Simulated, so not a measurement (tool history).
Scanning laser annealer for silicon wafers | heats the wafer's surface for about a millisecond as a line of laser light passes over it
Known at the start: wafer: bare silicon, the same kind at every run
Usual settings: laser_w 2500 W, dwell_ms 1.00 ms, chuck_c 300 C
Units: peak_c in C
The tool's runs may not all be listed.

run,hour,laser_w,dwell_ms,chuck_c,peak_c
1,0.0,2500,1.00,300,964
2,14.0,2500,1.00,300,963
3,21.7,2500,1.00,300,963
4,33.3,2500,1.00,300,963
5,46.1,2500,1.00,300,961
6,60.3,2500,1.00,300,964
7,67.4,2500,1.00,300,961
8,80.3,2500,1.00,300,963
9,94.4,2500,1.00,300,959
10,102.4,2500,1.00,300,962
11,116.3,2500,1.00,300,959
12,130.6,2500,1.00,300,960
13,139.6,2500,1.00,300,957
14,151.6,2500,1.00,312,972
15,165.8,2500,1.00,312,970
16,175.1,2500,1.00,312,967
17,183.0,2500,1.00,300,960
18,195.9,2191,1.00,300,855
19,210.1,2500,1.12,300,991
20,219.2,2326,0.87,285,849
21,231.7,2326,1.02,298,904
22,239.9,2326,1.02,298,900
# hour 242.7: window over the wafer cleaned
23,253.8,2239,1.24,285,944
24,259.8,2500,0.73,334,933
25,273.2,2500,0.73,334,931
26,281.8,2231,0.96,334,918
27,291.4,2231,0.96,334,916

The next listed run, before its measurement:
28,302.8,2155,0.87,266,?

{"run 28": {"peak_c": 803}}
Without the tool's hidden state the same run would have given peak_c 817 C.

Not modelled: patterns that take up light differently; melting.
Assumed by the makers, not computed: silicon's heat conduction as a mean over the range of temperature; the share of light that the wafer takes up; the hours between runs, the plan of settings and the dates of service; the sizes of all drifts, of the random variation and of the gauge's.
